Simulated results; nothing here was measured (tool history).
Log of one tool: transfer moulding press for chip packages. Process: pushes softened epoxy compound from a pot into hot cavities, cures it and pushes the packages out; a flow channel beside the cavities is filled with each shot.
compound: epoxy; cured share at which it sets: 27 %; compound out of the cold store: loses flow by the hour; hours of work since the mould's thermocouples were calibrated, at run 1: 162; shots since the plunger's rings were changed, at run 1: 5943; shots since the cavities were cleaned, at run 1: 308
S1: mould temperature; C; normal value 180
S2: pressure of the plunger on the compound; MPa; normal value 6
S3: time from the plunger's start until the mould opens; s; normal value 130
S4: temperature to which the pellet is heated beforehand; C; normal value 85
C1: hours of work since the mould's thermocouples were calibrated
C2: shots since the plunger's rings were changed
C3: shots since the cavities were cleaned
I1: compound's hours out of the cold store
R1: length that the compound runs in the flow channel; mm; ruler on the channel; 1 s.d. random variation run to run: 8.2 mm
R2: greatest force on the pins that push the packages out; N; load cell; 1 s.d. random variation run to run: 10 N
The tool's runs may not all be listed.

| run | day | S1 | S2 | S3 | S4 | C1 | C2 | C3 | I1 | R1 | R2 |
|---|---|---|---|---|---|---|---|---|---|---|---|
| 1 | 0 | 180 | 6 | 130 | 85 | 162 | 5943 | 308 | 46.7 | 763 | 640 |
|  | 1.221 | plunger's sealing rings changed |
| 2 | 1.333 | 180 | 6 | 130 | 90 | 183 | 28 | 610 | 32.4 | 897 | 763 |
| 3 | 2.079 | 180 | 6 | 130 | 90 | 196 | 210 | 792 | 35.3 | 890 | 769 |
| 4 | 2.654 | 180 | 6 | 130 | 90 | 206 | 351 | 933 | 38.2 | 870 | 801 |
| 5 | 3.708 | 180 | 6 | 130 | 90 | 223 | 609 | 1191 | 16.3 | 931 | 855 |
|  | 3.838 | cavities cleaned with cleaning compound and waxed |
| 6 | 5.071 | 180 | 6 | 130 | 90 | 245 | 928 | 302 | 26 | 897 | 976 |
| 7 | 6.046 | 180 | 6 | 130 | 85 | 262 | 1167 | 541 | 16 | 949 | 973 |
| 8 | 7.067 | 180 | 6 | 130 | 85 | 279 | 1417 | 791 | 23.1 | 919 | 936 |
|  | 7.333 | cavities cleaned with cleaning compound and waxed, once more |
| 9 | 8.238 | 180 | 6 | 130 | 85 | 298 | 1689 | 222 | 16.7 | 933 | 610 |
| 10 | 9.158 | 180 | 4.66 | 130 | 85 | 314 | 1914 | 447 | 19.3 | 789 | 724 |
| 11 | 10.021 | 180 | 6 | 130 | 82 | 328 | 2125 | 658 | 45.6 | 833 | 740 |
| 12 | 10.958 | 180 | 6 | 130 | 82 | 344 | 2355 | 888 | 46.5 | 822 | 812 |
| 13 | 12.038 | 180 | 6 | 130 | 85 | 362 | 2620 | 1153 | 18.9 | 909 | 843 |
|  | 12.304 | cavities cleaned with cleaning compound and waxed |
| 14 | 12.821 | 180 | 6 | 128 | 85 | 375 | 2797 | 127 | 25.9 | 872 | 564 |
| 15 | 13.462 | 182 | 6 | 150 | 90 | 385 | 2954 | 284 | 28.8 | 871 | 550 |
| 16 | 14.375 | 182 | 5.24 | 159 | 90 | 401 | 3177 | 507 | 47.2 | 740 | 627 |
| 17 | 15.033 | 183 | 5.24 | 114 | 90 | 412 | 3338 | 668 | 20.7 | 801 | 786 |
| 18 | 16.154 | 183 | 4.57 | 114 | 90 | 431 | 3613 | 943 | 41 | 703 | 827 |
| 19 | 16.846 | 183 | 4.57 | 147 | 90 | 443 | 3783 | 1113 | 35.1 | 711 | 738 |
|  | 17.25 | cavities cleaned with cleaning compound and waxed |
| 20 | 17.571 | 178 | 5.68 | 166 | 91 | 454 | 3945 | 78 | 35.6 | 821 | 462 |
| 21 | 18.662 | 181 | 7.15 | 142 | 86 | 472 | 4213 | 346 | 22.9 | 922 | 604 |
| 22 | 19.65 | 181 | 7.15 | 142 | 80 | 489 | 4454 | 587 | 11.8 | 969 | 695 |
| 23 | 20.717 | 175 | 7 | 142 | 80 | 507 | 4716 | 849 | 36.6 | 882 | 863 |
| 24 | 21.829 | 179 | 4.93 | 148 | 80 | 526 | 4988 | 1121 | 39.8 | 721 | 768 |
|  | 22.262 | cavities cleaned with cleaning compound and waxed |
| 25 | 22.929 | 187 | 7.16 | 148 | 80 | 544 | 5243 | 164 | 12.3 | 913 | 507 |
| 26 | 24.233 | 180 | 5.93 | 134 | 90 | 566 | 5562 | 483 | 10.2 | 848 | 686 |
| 27 | 25.304 | 177 | 5.93 | 134 | 90 | 584 | 5824 | 745 | 13.8 | 850 | 846 |
| 28 | 26.212 | 177 | 5.93 | 134 | 90 | 599 | 6047 | 968 | 29.3 | 806 | 899 |

Below are 3 alternative next runs, each starting from the tool's condition after run 28. Predict each:
|  | 26.988 | plunger's sealing rings changed |
|  | 27.338 | cavities cleaned with cleaning compound and waxed |
| A | 27.358 | 180 | 6 | 142 | 85 | 616 | 75 | 5 | 30.1 | ? | ? |
|  | 26.988 | plunger's sealing rings changed |
|  | 27.338 | cavities cleaned with cleaning compound and waxed |
| B | 27.358 | 179 | 5.93 | 162 | 90 | 616 | 75 | 5 | 47.5 | ? | ? |
|  | 26.988 | plunger's sealing rings changed |
|  | 27.338 | cavities cleaned with cleaning compound and waxed |
| C | 27.358 | 177 | 5.93 | 134 | 79 | 616 | 75 | 5 | 22.6 | ? | ? |

| run | R1 | R2 |
|---|---|---|
| A | 918 | 450 |
| B | 856 | 420 |
| C | 957 | 506 |
Had the tool no hidden state, the same runs would have come out as:
| run | R1 | R2 |
|---|---|---|
| A | 922 | 442 |
| B | 859 | 411 |
| C | 961 | 503 |
